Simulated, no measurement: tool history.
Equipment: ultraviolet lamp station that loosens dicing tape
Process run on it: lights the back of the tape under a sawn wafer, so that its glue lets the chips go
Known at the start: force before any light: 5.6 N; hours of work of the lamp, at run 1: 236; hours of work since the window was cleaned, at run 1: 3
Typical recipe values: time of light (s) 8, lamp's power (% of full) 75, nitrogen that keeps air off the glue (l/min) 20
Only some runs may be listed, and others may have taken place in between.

run	hour	time of light (s)	lamp's power (% of full)	nitrogen that keeps air off the glue (l/min)	hours of work of the lamp	hours of work since the window was cleaned	force that peels the tape off (N)	light that reached the tape (mJ/cm²)
1	0.0	8	75	20	236	3	0.382	183
2	86.3	8	75	20	298	65	0.412	177
3	152.9	8	75	20	346	113	0.438	170
4	232.8	8	75	20	404	171	0.471	163
5	282.0	8	75	20	439	206	0.489	159
6	330.7	8	75	20	475	242	0.510	160
7	375.9	8	75	20	507	274	0.544	152
8	437.1	8	75	20	551	318	0.572	152
9	519.8	8	75	9	611	378	1.043	142
10	580.2	8	75	9	655	422	1.134	143
11	649.7	8	60	20	705	472	1.015	108
12	740.8	8	75	20	771	538	0.739	127
# hour 756.4: window cleaned of glue's vapour
13	807.5	8	75	20	819	37	0.598	146
14	856.0	16	75	20	854	72	0.139	289
15	910.3	11	69	8	893	111	0.804	178

Run 16, settings as shown, results not yet in. Your forecast:
16	976.4	11	95	20	941	159	?	?

force that peels the tape off (N): 0.214
light that reached the tape (mJ/cm²): 238
Minus the tool's unlogged condition, the same run would have read force that peels the tape off (N) 0.122, light that reached the tape (mJ/cm²) 337.
